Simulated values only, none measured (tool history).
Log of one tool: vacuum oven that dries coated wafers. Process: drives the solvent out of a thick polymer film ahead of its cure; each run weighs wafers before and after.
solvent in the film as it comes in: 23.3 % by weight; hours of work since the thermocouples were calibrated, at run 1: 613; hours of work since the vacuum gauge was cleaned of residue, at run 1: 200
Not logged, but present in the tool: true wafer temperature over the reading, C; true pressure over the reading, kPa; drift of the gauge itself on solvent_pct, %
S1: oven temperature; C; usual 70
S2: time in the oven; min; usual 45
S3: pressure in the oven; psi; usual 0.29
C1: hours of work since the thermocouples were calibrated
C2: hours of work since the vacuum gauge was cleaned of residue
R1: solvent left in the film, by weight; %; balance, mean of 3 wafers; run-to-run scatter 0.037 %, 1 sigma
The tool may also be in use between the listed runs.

run 1 hour=0 | S1=70 S2=45 S3=0.29 | C1=613 C2=200 | R1=2.06
run 2 hour=26.3 | S1=70 S2=45 S3=0.29 | C1=634 C2=220 | R1=2.11
run 3 hour=64.8 | S1=70 S2=45 S3=0.29 | C1=664 C2=250 | R1=2.06
run 4 hour=89.3 | S1=70 S2=45 S3=0.29 | C1=683 C2=269 | R1=2.08
run 5 hour=125 | S1=62 S2=45 S3=0.29 | C1=710 C2=297 | R1=3.98
run 6 hour=169.9 | S1=62 S2=45 S3=0.29 | C1=745 C2=332 | R1=3.91
run 7 hour=206.8 | S1=62 S2=45 S3=0.29 | C1=774 C2=361 | R1=3.88
run 8 hour=256.3 | S1=62 S2=45 S3=0.29 | C1=812 C2=399 | R1=3.96
run 9 hour=282.2 | S1=62 S2=45 S3=0.29 | C1=833 C2=419 | R1=3.97
run 10 hour=316.5 | S1=62 S2=45 S3=0.29 | C1=859 C2=446 | R1=3.96
run 11 hour=355.6 | S1=62 S2=45 S3=0.29 | C1=890 C2=476 | R1=4.11
-- hour=373.6 oven's thermocouples calibrated
run 12 hour=405.5 | S1=70 S2=45 S3=0.29 | C1=25 C2=513 | R1=1.96
run 13 hour=430.6 | S1=70 S2=45 S3=0.29 | C1=44 C2=533 | R1=2.02
run 14 hour=465.9 | S1=70 S2=45 S3=0.29 | C1=72 C2=560 | R1=2.07
run 15 hour=511.8 | S1=70 S2=45 S3=0.29 | C1=107 C2=596 | R1=2.09
run 16 hour=538.6 | S1=70 S2=45 S3=0.29 | C1=128 C2=617 | R1=2.07
run 17 hour=574.7 | S1=70 S2=38 S3=0.29 | C1=156 C2=645 | R1=2.45
run 18 hour=620.4 | S1=78 S2=51 S3=0.512 | C1=192 C2=680 | R1=1.84
run 19 hour=645 | S1=78 S2=51 S3=0.512 | C1=211 C2=699 | R1=1.93
run 20 hour=676.9 | S1=82 S2=53 S3=0.615 | C1=235 C2=724 | R1=1.82
run 21 hour=710.7 | S1=64 S2=44 S3=0.193 | C1=262 C2=750 | R1=2.86
run 22 hour=747.4 | S1=64 S2=44 S3=0.193 | C1=290 C2=779 | R1=2.91
run 23 hour=789.1 | S1=64 S2=44 S3=0.193 | C1=323 C2=811 | R1=2.9
run 24 hour=811.7 | S1=64 S2=44 S3=0.193 | C1=340 C2=829 | R1=2.88
run 25 hour=846.1 | S1=64 S2=44 S3=0.193 | C1=367 C2=855 | R1=2.91
run 26 hour=867.6 | S1=65 S2=65 S3=0.785 | C1=383 C2=872 | R1=5.18
run 27 hour=897.2 | S1=78 S2=65 S3=0.328 | C1=406 C2=895 | R1=1.19
run 28 hour=930.5 | S1=79 S2=32 S3=0.96 | C1=432 C2=921 | R1=3.72
run 29 hour=955.7 | S1=62 S2=56 S3=0.235 | C1=452 C2=940 | R1=2.83
run 30 hour=991.1 | S1=62 S2=56 S3=0.235 | C1=479 C2=968 | R1=2.79
run 31 hour=1013.7 | S1=81 S2=22 S3=0.209 | C1=497 C2=985 | R1=1.92
run 32 hour=1043 | S1=77 S2=79 S3=0.209 | C1=520 C2=1008 | R1=0.81

The next listed run, before its measurement:
run 33 hour=1064.4 | S1=61 S2=45 S3=0.524 | C1=536 C2=1025 | R1=?

R1: 5.81 %
Had the tool carried no hidden state, the very same run would have given R1 5.51 %.
